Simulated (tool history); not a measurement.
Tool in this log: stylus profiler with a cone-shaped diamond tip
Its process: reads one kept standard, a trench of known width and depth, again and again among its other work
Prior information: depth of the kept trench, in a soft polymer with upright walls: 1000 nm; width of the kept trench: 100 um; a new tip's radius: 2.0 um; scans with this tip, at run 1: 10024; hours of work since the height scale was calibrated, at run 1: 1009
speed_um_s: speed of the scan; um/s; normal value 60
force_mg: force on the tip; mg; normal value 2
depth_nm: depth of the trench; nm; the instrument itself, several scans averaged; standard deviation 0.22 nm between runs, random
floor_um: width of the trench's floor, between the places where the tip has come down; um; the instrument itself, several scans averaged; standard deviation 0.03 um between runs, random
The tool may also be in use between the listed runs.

run,hour,speed_um_s,force_mg,scans with this tip,hours of work since the height scale was calibrated,depth_nm,floor_um
1,0,60,2,10024,1009,1002.37,95.62
2,72.8,60,2,10449,1052,1001.68,95.61
3,124.2,60,2,10749,1082,1001.97,95.58
4,192.6,60,2,11147,1122,1001.45,95.57
5,224.6,60,2,11334,1141,1001.34,95.52
6,256.5,27,2,11520,1160,1001.69,95.73
7,311.1,27,2,11839,1192,1001.71,95.74
8,363.7,27,2,12146,1223,1001.48,95.7
9,442,37,2,12602,1269,1001.13,95.67
10,478.4,37,2,12815,1290,1001.31,95.61
11,557,60,3.93,13273,1336,1004.5,95.55
12,600.7,30,1.26,13528,1362,999.43,95.64
# hour 604.9: height scale calibrated on a step standard
13,668.9,60,4.67,13923,38,1001.95,95.58
14,721.6,217,4.57,14230,69,1001.46,94.92
15,791.8,93,1.92,14640,110,997.17,95.21
16,859.4,15,1.34,15034,149,995.27,95.61
17,909.3,34,1.13,15325,179,995.09,95.47
# hour 942.5: height scale calibrated on a step standard, once more
18,973.1,141,2.96,15694,18,1008.14,95
19,1039.1,141,2.96,16079,57,1007.81,94.99
20,1073.9,141,2.96,16283,77,1007.96,94.94
21,1132,109,0.67,16621,111,1002.45,94.48
22,1197.7,109,0.95,17005,150,1003.28,94.69

4 options for the next run, each taken on its own from the tool as it stands now. Forecast them:
A,1239.2,30,3.01,17246,174,?,?
B,1239.2,60,3.81,17246,174,?,?
C,1239.2,111,2,17246,174,?,?
D,1239.2,212,1.69,17246,174,?,?

run,depth_nm,floor_um
A,1007.71,95.52
B,1009.15,95.37
C,1005.51,94.97
D,1005.09,94.16
The same runs, with their run-to-run variation unchanged, on a tool lacking any hidden condition would have given:
run,depth_nm,floor_um
A,1008.11,96.38
B,1009.55,96.23
C,1005.91,95.83
D,1005.49,95.02
